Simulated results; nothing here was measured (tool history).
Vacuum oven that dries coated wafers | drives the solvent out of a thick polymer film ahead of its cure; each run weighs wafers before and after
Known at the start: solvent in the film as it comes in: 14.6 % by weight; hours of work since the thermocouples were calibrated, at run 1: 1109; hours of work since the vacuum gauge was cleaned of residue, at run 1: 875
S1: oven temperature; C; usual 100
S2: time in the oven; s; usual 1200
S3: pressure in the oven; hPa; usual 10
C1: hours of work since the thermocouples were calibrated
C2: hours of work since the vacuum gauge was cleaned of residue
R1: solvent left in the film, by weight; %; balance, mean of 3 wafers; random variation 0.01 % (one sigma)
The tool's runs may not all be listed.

| run | hour | S1 | S2 | S3 | C1 | C2 | R1 |
|---|---|---|---|---|---|---|---|
| 1 | 0 | 100 | 1200 | 10 | 1109 | 875 | 2.58 |
| 2 | 30.7 | 100 | 1200 | 10 | 1125 | 890 | 2.6 |
| 3 | 65.7 | 100 | 1200 | 10 | 1143 | 908 | 2.59 |
| 4 | 105.4 | 100 | 1200 | 10.4 | 1163 | 929 | 2.59 |
| 5 | 150.1 | 110 | 1200 | 10 | 1186 | 951 | 1.29 |
| 6 | 179.1 | 110 | 1200 | 10 | 1201 | 966 | 1.31 |
| 7 | 208.1 | 100 | 1200 | 19.7 | 1216 | 981 | 2.99 |
| 8 | 241 | 100 | 1200 | 19.7 | 1232 | 998 | 2.99 |
| 9 | 287.3 | 92 | 1620 | 10 | 1256 | 1022 | 2.79 |
|  | 317.4 | oven's thermocouples calibrated |
| 10 | 317.4 | 100 | 1200 | 7.8 | 0 | 1036 | 2.49 |
| 11 | 352.2 | 87 | 1200 | 35.3 | 18 | 1054 | 6.3 |
| 12 | 397.4 | 111 | 1200 | 35.3 | 41 | 1077 | 2.02 |

Forecast each of these 3 alternatives for the next run:
| A | 439.4 | 105 | 840 | 8.1 | 62 | 1099 | ? |
| B | 439.4 | 106 | 1200 | 35.3 | 62 | 1099 | ? |
| C | 439.4 | 107 | 900 | 10 | 62 | 1099 | ? |

| run | R1 |
|---|---|
| A | 3.06 |
| B | 2.66 |
| C | 2.56 |
Without the tool's hidden state the same runs would have given:
| run | R1 |
|---|---|
| A | 3.06 |
| B | 2.66 |
| C | 2.56 |
